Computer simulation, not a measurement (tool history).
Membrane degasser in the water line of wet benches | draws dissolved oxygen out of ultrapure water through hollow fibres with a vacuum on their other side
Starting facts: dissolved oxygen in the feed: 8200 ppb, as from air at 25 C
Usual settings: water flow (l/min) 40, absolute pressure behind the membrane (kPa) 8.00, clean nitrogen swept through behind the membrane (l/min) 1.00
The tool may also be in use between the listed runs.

| run | hour | water flow (l/min) | absolute pressure behind the membrane (kPa) | clean nitrogen swept through behind the membrane (l/min) | dissolved oxygen in the water behind the degasser (ppb) | pressure that the water loses in the fibres (kPa) |
|---|---|---|---|---|---|---|
| 1 | 0.0 | 40 | 8.00 | 1.00 | 399.3 | 71.80 |
| 2 | 62.0 | 40 | 8.00 | 0.61 | 579.9 | 71.99 |
| 3 | 119.6 | 40 | 8.00 | 1.00 | 407.9 | 72.43 |
| 4 | 196.9 | 40 | 8.00 | 1.00 | 405.3 | 72.09 |
| 5 | 272.9 | 40 | 8.00 | 1.60 | 275.7 | 72.29 |
| 6 | 338.6 | 40 | 8.00 | 1.60 | 278.7 | 72.35 |
| 7 | 423.4 | 40 | 8.00 | 0.73 | 501.8 | 72.11 |
| 8 | 489.1 | 40 | 8.00 | 0.67 | 538.8 | 72.57 |
| 9 | 563.2 | 40 | 8.00 | 0.67 | 531.7 | 72.38 |
| 10 | 645.1 | 40 | 8.00 | 0.67 | 547.1 | 72.74 |
| 11 | 684.6 | 40 | 8.00 | 0.67 | 548.7 | 72.29 |
| 12 | 767.5 | 40 | 8.00 | 0.67 | 547.3 | 72.69 |
| 13 | 851.9 | 40 | 8.00 | 0.67 | 511.7 | 73.03 |
| 14 | 938.4 | 24 | 4.92 | 0.67 | 125.8 | 43.47 |
| 15 | 1012.4 | 31 | 6.32 | 0.52 | 328.8 | 56.37 |
| 16 | 1062.6 | 31 | 6.32 | 0.52 | 330.7 | 56.23 |
| 17 | 1105.7 | 31 | 6.32 | 0.52 | 333.5 | 56.20 |
| 18 | 1171.1 | 41 | 6.32 | 0.87 | 289.3 | 74.71 |
| 19 | 1225.2 | 41 | 6.32 | 0.87 | 286.1 | 74.26 |
| 20 | 1315.2 | 61 | 8.00 | 1.00 | 548.5 | 112.20 |
| 21 | 1360.8 | 61 | 8.00 | 1.00 | 555.4 | 111.94 |
| 22 | 1434.3 | 61 | 8.00 | 1.00 | 537.4 | 111.68 |

Taken out of this log: 2 entries between the listed runs. Where each belongs, and how the hidden state differs across it:
From run 9 to run 10: vacuum gauge calibrated (hour 568.3)
  membrane still open, %: 96 -> 95.9; true pressure behind the membrane over the reading, kPa: 0.39 -> 0.49; air that leaks in behind the membrane, l/min: 0.0083 -> 0.0086
  the result without the hidden state subtracted from the measured one, dissolved oxygen in the water behind the degasser (ppb): +38.7 -> +48.7; pressure that the water loses in the fibres (kPa): +2.92 -> +3.01
From run 12 to run 13: vacuum gauge calibrated, once more (hour 774.2)
  membrane still open, %: 95.7 -> 95.6; true pressure behind the membrane over the reading, kPa: 0.5 -> 0; air that leaks in behind the membrane, l/min: 0.009 -> 0.0092
  the result without the hidden state subtracted from the measured one, dissolved oxygen in the water behind the degasser (ppb): +49.4 -> +0.9; pressure that the water loses in the fibres (kPa): +3.12 -> +3.20
